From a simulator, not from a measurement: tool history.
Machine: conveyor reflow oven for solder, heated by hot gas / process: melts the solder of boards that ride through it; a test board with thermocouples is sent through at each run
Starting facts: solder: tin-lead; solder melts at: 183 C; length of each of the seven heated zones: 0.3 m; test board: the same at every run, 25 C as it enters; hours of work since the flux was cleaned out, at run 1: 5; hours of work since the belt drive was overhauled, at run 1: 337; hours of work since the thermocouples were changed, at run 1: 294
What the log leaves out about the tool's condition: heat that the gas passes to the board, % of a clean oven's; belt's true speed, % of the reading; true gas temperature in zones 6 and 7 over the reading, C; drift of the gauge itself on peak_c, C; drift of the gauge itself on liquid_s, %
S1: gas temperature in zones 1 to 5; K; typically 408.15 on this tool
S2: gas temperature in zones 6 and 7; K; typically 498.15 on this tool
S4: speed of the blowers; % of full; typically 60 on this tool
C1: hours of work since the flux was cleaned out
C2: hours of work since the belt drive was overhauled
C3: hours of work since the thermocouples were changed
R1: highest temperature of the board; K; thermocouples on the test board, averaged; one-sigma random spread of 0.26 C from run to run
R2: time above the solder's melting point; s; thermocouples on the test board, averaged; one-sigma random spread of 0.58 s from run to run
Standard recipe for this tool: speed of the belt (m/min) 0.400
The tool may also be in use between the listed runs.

{"run": 1, "hour": 0.0, "S1": 408.15, "S2": 498.15, "speed of the belt (m/min)": 0.4, "S4": 60, "C1": 5, "C2": 337, "C3": 294, "R1": 479.75, "R2": 53.8}
{"run": 2, "hour": 21.9, "S1": 408.15, "S2": 498.15, "speed of the belt (m/min)": 0.4, "S4": 60, "C1": 19, "C2": 351, "C3": 308, "R1": 479.85, "R2": 54.4}
{"run": 3, "hour": 40.3, "S1": 413.15, "S2": 498.15, "speed of the belt (m/min)": 0.4, "S4": 60, "C1": 31, "C2": 362, "C3": 320, "R1": 480.95, "R2": 57.6}
{"run": 4, "hour": 55.2, "S1": 406.15, "S2": 498.15, "speed of the belt (m/min)": 0.4, "S4": 60, "C1": 40, "C2": 372, "C3": 329, "R1": 479.55, "R2": 51.6}
{"run": 5, "hour": 73.9, "S1": 406.15, "S2": 498.15, "speed of the belt (m/min)": 0.4, "S4": 60, "C1": 52, "C2": 383, "C3": 341, "R1": 479.05, "R2": 53.3}
{"run": 6, "hour": 90.2, "S1": 406.15, "S2": 491.15, "speed of the belt (m/min)": 0.4, "S4": 60, "C1": 62, "C2": 393, "C3": 351, "R1": 473.65, "R2": 44.4}
{"run": 7, "hour": 107.6, "S1": 408.15, "S2": 498.15, "speed of the belt (m/min)": 0.431, "S4": 60, "C1": 73, "C2": 404, "C3": 362, "R1": 477.15, "R2": 45.3}
{"run": 8, "hour": 130.7, "S1": 408.15, "S2": 498.15, "speed of the belt (m/min)": 0.431, "S4": 60, "C1": 87, "C2": 419, "C3": 377, "R1": 476.95, "R2": 45.5}
{"run": 9, "hour": 146.0, "S1": 408.15, "S2": 498.15, "speed of the belt (m/min)": 0.431, "S4": 60, "C1": 97, "C2": 429, "C3": 386, "R1": 476.85, "R2": 46.0}
{"run": 10, "hour": 174.8, "S1": 408.15, "S2": 498.15, "speed of the belt (m/min)": 0.4, "S4": 60, "C1": 115, "C2": 447, "C3": 404, "R1": 479.35, "R2": 53.4}
{"run": 11, "hour": 204.1, "S1": 408.15, "S2": 498.15, "speed of the belt (m/min)": 0.4, "S4": 60, "C1": 134, "C2": 465, "C3": 423, "R1": 479.15, "R2": 52.1}
{"run": 12, "hour": 217.9, "S1": 422.15, "S2": 502.15, "speed of the belt (m/min)": 0.4, "S4": 56, "C1": 142, "C2": 474, "C3": 431, "R1": 484.45, "R2": 64.6}
{"run": 13, "hour": 238.6, "S1": 421.15, "S2": 502.15, "speed of the belt (m/min)": 0.431, "S4": 56, "C1": 155, "C2": 487, "C3": 444, "R1": 481.85, "R2": 55.7}
{"run": 14, "hour": 257.5, "S1": 399.15, "S2": 493.15, "speed of the belt (m/min)": 0.399, "S4": 76, "C1": 167, "C2": 499, "C3": 456, "R1": 476.85, "R2": 48.9}
{"run": 15, "hour": 278.3, "S1": 408.15, "S2": 498.15, "speed of the belt (m/min)": 0.4, "S4": 83, "C1": 180, "C2": 512, "C3": 469, "R1": 483.75, "R2": 61.2}
{"run": 16, "hour": 297.1, "S1": 408.15, "S2": 498.15, "speed of the belt (m/min)": 0.4, "S4": 83, "C1": 192, "C2": 524, "C3": 481, "R1": 483.75, "R2": 60.0}
{"run": 17, "hour": 327.0, "S1": 413.15, "S2": 498.15, "speed of the belt (m/min)": 0.465, "S4": 83, "C1": 211, "C2": 542, "C3": 500, "R1": 480.25, "R2": 48.6}
{"run": 18, "hour": 347.3, "S1": 403.15, "S2": 500.15, "speed of the belt (m/min)": 0.465, "S4": 57, "C1": 224, "C2": 555, "C3": 513, "R1": 472.35, "R2": 32.9}
{"run": 19, "hour": 373.7, "S1": 403.15, "S2": 500.15, "speed of the belt (m/min)": 0.465, "S4": 57, "C1": 240, "C2": 572, "C3": 529, "R1": 471.85, "R2": 33.7}
{"run": 20, "hour": 402.7, "S1": 397.15, "S2": 490.15, "speed of the belt (m/min)": 0.465, "S4": 57, "C1": 258, "C2": 590, "C3": 547, "R1": 462.85, "R2": 15.9}

The same runs without the tool's hidden state, with the same run-to-run variation:
run=1 R1=479.15 R2=52.8
run=2 R1=479.35 R2=53.4
run=3 R1=480.45 R2=56.7
run=4 R1=479.15 R2=50.8
run=5 R1=478.75 R2=52.5
run=6 R1=473.35 R2=43.8
run=7 R1=476.95 R2=44.9
run=8 R1=476.85 R2=45.2
run=9 R1=476.75 R2=45.8
run=10 R1=479.25 R2=53.2
run=11 R1=479.25 R2=52.0
run=12 R1=484.35 R2=64.2
run=13 R1=482.05 R2=55.6
run=14 R1=477.25 R2=49.5
run=15 R1=484.15 R2=61.6
run=16 R1=484.25 R2=60.4
run=17 R1=481.05 R2=49.6
run=18 R1=473.25 R2=34.1
run=19 R1=472.75 R2=35.1
run=20 R1=463.85 R2=18.1
